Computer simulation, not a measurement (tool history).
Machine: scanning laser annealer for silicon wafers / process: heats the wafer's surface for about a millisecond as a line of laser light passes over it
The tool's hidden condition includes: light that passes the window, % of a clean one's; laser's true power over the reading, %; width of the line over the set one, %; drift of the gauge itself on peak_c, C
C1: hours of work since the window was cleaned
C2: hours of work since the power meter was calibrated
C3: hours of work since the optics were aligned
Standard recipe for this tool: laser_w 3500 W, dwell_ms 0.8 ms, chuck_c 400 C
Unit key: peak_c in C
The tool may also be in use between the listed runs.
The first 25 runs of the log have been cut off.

Run 26, hour 169: usual settings but laser_w 3683 W, dwell_ms 0.801 ms, chuck_c 404 C; C1 410; C2 242; C3 152. Result: peak_c 1204 C.
Run 27, hour 174.6: usual settings but laser_w 3479 W, dwell_ms 0.696 ms, chuck_c 422 C; C1 413; C2 245; C3 155. Result: peak_c 1109 C.
Run 28, hour 184: usual settings but laser_w 3479 W, dwell_ms 0.721 ms, chuck_c 429 C; C1 418; C2 250; C3 160. Result: peak_c 1128 C.
Run 29, hour 190.3: usual settings but chuck_c 438 C; C1 422; C2 253; C3 164. Result: peak_c 1179 C.
Run 30, hour 198.7: usual settings but chuck_c 438 C; C1 426; C2 258; C3 168. Result: peak_c 1179 C.
Run 31, hour 207: usual settings but laser_w 3209 W, dwell_ms 0.716 ms, chuck_c 438 C; C1 431; C2 262; C3 173. Result: peak_c 1060 C.
Run 32, hour 212.1: usual settings but laser_w 3209 W, dwell_ms 0.716 ms, chuck_c 438 C; C1 434; C2 265; C3 176. Result: peak_c 1059 C.
Run 33, hour 220.3: usual settings but laser_w 3209 W, dwell_ms 0.608 ms, chuck_c 438 C; C1 438; C2 269; C3 180. Result: peak_c 1012 C.
Run 34, hour 229.9: usual settings but laser_w 3005 W, dwell_ms 0.668 ms; C1 443; C2 274; C3 185. Result: peak_c 952 C.
Run 35, hour 238.2: usual settings but laser_w 3005 W, dwell_ms 0.668 ms; C1 448; C2 279; C3 190. Result: peak_c 949 C.
Run 36, hour 245.4: usual settings but dwell_ms 0.753 ms, chuck_c 361 C; C1 451; C2 283; C3 193. Result: peak_c 1079 C.
Run 37, hour 254.3: usual settings but laser_w 3733 W, dwell_ms 0.987 ms, chuck_c 374 C; C1 456; C2 287; C3 198. Result: peak_c 1274 C.
Run 38, hour 259.7: usual settings but laser_w 2983 W, dwell_ms 0.997 ms, chuck_c 381 C; C1 459; C2 290; C3 201. Result: peak_c 1051 C.
Run 39, hour 269.5: usual settings but laser_w 3757 W, dwell_ms 0.997 ms, chuck_c 435 C; C1 464; C2 296; C3 206. Result: peak_c 1348 C.
Run 40, hour 277.6: usual settings but laser_w 3057 W, chuck_c 404 C; C1 469; C2 300; C3 211. Result: peak_c 1020 C.

Each row is a separate what-if for the run after 40, all from the same tool condition, not one after another. Results?
Run A, hour 284.1: usual settings but laser_w 3419 W, dwell_ms 0.912 ms, chuck_c 407 C; C1 472; C2 304; C3 214. Result: peak_c ?.
Run B, hour 284.1: usual settings but laser_w 3264 W, dwell_ms 0.916 ms, chuck_c 431 C; C1 472; C2 304; C3 214. Result: peak_c ?.
Run C, hour 284.1: usual settings but laser_w 3626 W, dwell_ms 0.875 ms, chuck_c 373 C; C1 472; C2 304; C3 214. Result: peak_c ?.
Run D, hour 284.1: usual settings but laser_w 3477 W, dwell_ms 0.806 ms, chuck_c 404 C; C1 472; C2 304; C3 214. Result: peak_c ?.
Run E, hour 284.1: usual settings but laser_w 3368 W, dwell_ms 0.966 ms, chuck_c 364 C; C1 472; C2 304; C3 214. Result: peak_c ?.

run  peak_c
  A    1175
  B    1151
  C    1179
  D    1139
  E    1135
Without the tool's hidden state the same runs would have given:
run  peak_c
  A    1239
  B    1211
  C    1246
  D    1201
  E    1199
